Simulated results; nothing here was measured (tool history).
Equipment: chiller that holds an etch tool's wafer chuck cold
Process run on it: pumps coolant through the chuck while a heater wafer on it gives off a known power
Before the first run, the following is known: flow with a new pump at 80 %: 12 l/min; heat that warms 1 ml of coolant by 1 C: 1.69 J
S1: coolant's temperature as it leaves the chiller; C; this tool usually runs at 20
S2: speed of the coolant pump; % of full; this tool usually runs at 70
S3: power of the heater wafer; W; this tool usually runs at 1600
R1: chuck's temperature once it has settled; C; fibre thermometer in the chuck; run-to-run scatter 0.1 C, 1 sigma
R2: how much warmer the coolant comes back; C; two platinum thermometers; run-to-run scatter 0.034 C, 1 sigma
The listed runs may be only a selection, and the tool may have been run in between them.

run,hour,S1,S2,S3,R1,R2
1,0.0,20,70,1600,35.8,5.56
2,99.5,20,70,1600,35.9,5.54
3,205.0,20,70,1600,35.6,5.56
4,254.1,20,70,1600,35.6,5.59
5,369.4,20,70,1600,35.6,5.60
6,428.4,20,70,1600,35.7,5.58
7,494.8,20,70,1600,35.7,5.65
8,596.7,20,70,1600,35.8,5.66
9,678.0,21,70,1600,36.8,5.69
10,727.0,20,70,1669,36.3,6.03
11,791.5,20,70,1669,36.3,5.96
12,841.0,20,70,1600,35.7,5.69
13,934.5,12,95,1094,20.6,2.88
14,1002.9,14,82,2153,32.8,6.37
# hour 1089.8: gauge calibrated
15,1091.9,20,88,1511,32.6,4.02
16,1186.4,16,69,1266,28.4,4.51
17,1301.9,20,88,827,27.0,2.28
18,1375.3,12,86,1531,25.0,4.26
# hour 1427.4: chiller's thermometer calibrated
19,1486.8,20,98,2319,37.9,5.55
20,1587.6,19,66,1395,33.2,5.24
21,1696.0,11,65,1815,29.6,6.97
22,1762.4,12,81,1252,23.1,3.84
23,1837.1,20,68,1600,36.0,5.90
24,1920.6,20,83,1819,35.8,5.40

Forecast each of these 5 alternatives for the next run:
A,2030.9,17,83,1819,?,?
B,2030.9,20,80,1600,?,?
C,2030.9,14,100,2312,?,?
D,2030.9,21,84,1123,?,?
E,2030.9,20,64,1819,?,?

run,R1,R2
A,33.0,5.36
B,34.4,5.03
C,31.9,5.56
D,30.8,3.39
E,39.2,7.20
Take away the tool's hidden state, keep each run's random variation, and the runs would have read:
run,R1,R2
A,33.0,5.11
B,34.4,4.77
C,31.9,5.30
D,30.8,3.13
E,39.2,6.95

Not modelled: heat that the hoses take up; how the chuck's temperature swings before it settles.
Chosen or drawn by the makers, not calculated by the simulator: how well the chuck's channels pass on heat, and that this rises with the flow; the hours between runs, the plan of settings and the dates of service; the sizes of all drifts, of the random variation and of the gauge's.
